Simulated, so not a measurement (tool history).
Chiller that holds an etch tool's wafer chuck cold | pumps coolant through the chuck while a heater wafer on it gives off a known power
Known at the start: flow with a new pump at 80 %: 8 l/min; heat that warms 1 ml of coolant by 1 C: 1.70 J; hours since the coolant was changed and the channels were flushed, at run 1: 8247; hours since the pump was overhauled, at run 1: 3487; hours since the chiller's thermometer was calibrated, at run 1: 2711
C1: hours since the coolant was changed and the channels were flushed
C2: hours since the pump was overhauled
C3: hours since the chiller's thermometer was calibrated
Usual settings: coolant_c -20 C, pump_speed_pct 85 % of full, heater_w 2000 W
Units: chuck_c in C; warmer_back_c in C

run 1 hour=0 | coolant_c=-20 pump_speed_pct=85 heater_w=2000 | C1=8247 C2=3487 C3=2711 | chuck_c=3.3 warmer_back_c=8.74
run 2 hour=114.4 | coolant_c=-20 pump_speed_pct=85 heater_w=2000 | C1=8362 C2=3601 C3=2826 | chuck_c=3.5 warmer_back_c=8.7
run 3 hour=196.7 | coolant_c=-20 pump_speed_pct=85 heater_w=2000 | C1=8444 C2=3684 C3=2908 | chuck_c=3.3 warmer_back_c=8.83
run 4 hour=290.6 | coolant_c=-20 pump_speed_pct=85 heater_w=2000 | C1=8538 C2=3777 C3=3002 | chuck_c=3.6 warmer_back_c=8.79
run 5 hour=413.3 | coolant_c=-20 pump_speed_pct=85 heater_w=2000 | C1=8661 C2=3900 C3=3125 | chuck_c=3.6 warmer_back_c=8.78
-- hour=430.9 coolant changed, channels flushed
run 6 hour=474.7 | coolant_c=-20 pump_speed_pct=85 heater_w=2000 | C1=44 C2=3956 C3=3180 | chuck_c=0.6 warmer_back_c=8.76
run 7 hour=587.2 | coolant_c=-20 pump_speed_pct=85 heater_w=2000 | C1=156 C2=4068 C3=3293 | chuck_c=0.7 warmer_back_c=8.71
run 8 hour=678.3 | coolant_c=-20 pump_speed_pct=85 heater_w=2000 | C1=247 C2=4159 C3=3384 | chuck_c=0.6 warmer_back_c=8.89
run 9 hour=732.9 | coolant_c=-20 pump_speed_pct=85 heater_w=2000 | C1=302 C2=4214 C3=3438 | chuck_c=0.6 warmer_back_c=8.82
run 10 hour=835.1 | coolant_c=-20 pump_speed_pct=85 heater_w=2000 | C1=404 C2=4316 C3=3541 | chuck_c=0.8 warmer_back_c=8.85
run 11 hour=923.2 | coolant_c=-20 pump_speed_pct=85 heater_w=2000 | C1=492 C2=4404 C3=3629 | chuck_c=0.9 warmer_back_c=8.86
run 12 hour=1053.6 | coolant_c=-20 pump_speed_pct=85 heater_w=2000 | C1=623 C2=4535 C3=3759 | chuck_c=0.8 warmer_back_c=8.9
run 13 hour=1140.8 | coolant_c=-20 pump_speed_pct=85 heater_w=2000 | C1=710 C2=4622 C3=3846 | chuck_c=0.9 warmer_back_c=8.91
run 14 hour=1237.2 | coolant_c=-20 pump_speed_pct=85 heater_w=2000 | C1=806 C2=4718 C3=3943 | chuck_c=1 warmer_back_c=8.92
run 15 hour=1311.4 | coolant_c=-20 pump_speed_pct=85 heater_w=2720 | C1=880 C2=4792 C3=4017 | chuck_c=8.6 warmer_back_c=12.16
run 16 hour=1407.8 | coolant_c=-20 pump_speed_pct=85 heater_w=2720 | C1=977 C2=4889 C3=4113 | chuck_c=8.9 warmer_back_c=12.15
run 17 hour=1466.1 | coolant_c=-20 pump_speed_pct=85 heater_w=2720 | C1=1035 C2=4947 C3=4172 | chuck_c=8.8 warmer_back_c=12.16
run 18 hour=1545.3 | coolant_c=-20 pump_speed_pct=85 heater_w=2720 | C1=1114 C2=5026 C3=4251 | chuck_c=8.9 warmer_back_c=12.22
-- hour=1555.4 chiller's thermometer calibrated
run 19 hour=1674.8 | coolant_c=-22 pump_speed_pct=68 heater_w=2000 | C1=1243 C2=5155 C3=119 | chuck_c=4.4 warmer_back_c=11.56
run 20 hour=1803.2 | coolant_c=-22 pump_speed_pct=68 heater_w=2000 | C1=1371 C2=5283 C3=248 | chuck_c=4.3 warmer_back_c=11.66
run 21 hour=1879.7 | coolant_c=-12 pump_speed_pct=93 heater_w=1707 | C1=1448 C2=5360 C3=324 | chuck_c=4.7 warmer_back_c=7.03
run 22 hour=1959.7 | coolant_c=-20 pump_speed_pct=96 heater_w=1372 | C1=1528 C2=5440 C3=404 | chuck_c=-7 warmer_back_c=5.42
-- hour=2016.8 chiller's thermometer calibrated, once more
run 23 hour=2016.8 | coolant_c=-24 pump_speed_pct=85 heater_w=1904 | C1=1584 C2=5496 C3=0 | chuck_c=-3.2 warmer_back_c=8.59
run 24 hour=2094.4 | coolant_c=-24 pump_speed_pct=85 heater_w=1904 | C1=1661 C2=5573 C3=78 | chuck_c=-3.3 warmer_back_c=8.68
run 25 hour=2223 | coolant_c=-18 pump_speed_pct=85 heater_w=1431 | C1=1790 C2=5702 C3=206 | chuck_c=-2.2 warmer_back_c=6.46
run 26 hour=2322.1 | coolant_c=-18 pump_speed_pct=85 heater_w=1431 | C1=1889 C2=5801 C3=305 | chuck_c=-2.3 warmer_back_c=6.51
run 27 hour=2444.8 | coolant_c=-18 pump_speed_pct=85 heater_w=1431 | C1=2012 C2=5924 C3=428 | chuck_c=-2.1 warmer_back_c=6.5
run 28 hour=2528.2 | coolant_c=-18 pump_speed_pct=85 heater_w=1431 | C1=2095 C2=6007 C3=511 | chuck_c=-2.3 warmer_back_c=6.6
run 29 hour=2652.2 | coolant_c=-12 pump_speed_pct=85 heater_w=1034 | C1=2219 C2=6131 C3=635 | chuck_c=-0.5 warmer_back_c=4.71
run 30 hour=2736.2 | coolant_c=-28 pump_speed_pct=63 heater_w=2091 | C1=2303 C2=6215 C3=719 | chuck_c=2.9 warmer_back_c=13.4
run 31 hour=2858.2 | coolant_c=-20 pump_speed_pct=62 heater_w=2468 | C1=2425 C2=6337 C3=841 | chuck_c=17.1 warmer_back_c=16.1
run 32 hour=2967.3 | coolant_c=-20 pump_speed_pct=62 heater_w=2468 | C1=2534 C2=6446 C3=951 | chuck_c=17.3 warmer_back_c=16.24
run 33 hour=3054 | coolant_c=-20 pump_speed_pct=71 heater_w=1643 | C1=2621 C2=6533 C3=1037 | chuck_c=1.8 warmer_back_c=9.23

Some steps in chuck_c between neighbouring runs. How much of each would the tool show without its hidden state too (settings, what came in, random variation), and how much is left for the hidden state, with any gauge scatter that isn't in both results?
The hidden state here: heat passed by the chuck's channels, % of clean ones'; flow at a given pump speed, % of a new pump's; coolant's true temperature over the reading, C; drift of the gauge itself on chuck_c, C; drift of the gauge itself on warmer_back_c, C.
Run 5 -> 6: coolant changed, channels flushed. chuck_c -3 C: hidden state -3, all else +0.
Run 21 -> 22: coolant_c -12 -> -20, pump_speed_pct 93 -> 96, heater_w 1707 -> 1372. chuck_c -11.7 C: hidden state -0.3, all else -11.4.
Run 29 -> 30: coolant_c -12 -> -28, pump_speed_pct 85 -> 63, heater_w 1034 -> 2091. chuck_c +3.4 C: hidden state +2.4, all else +1.
Run 30 -> 31: coolant_c -28 -> -20, pump_speed_pct 63 -> 62, heater_w 2091 -> 2468. chuck_c +14.2 C: hidden state +0.8, all else +13.4.
Run 32 -> 33: pump_speed_pct 62 -> 71, heater_w 2468 -> 1643. chuck_c -15.5 C: hidden state -1.9, all else -13.6.
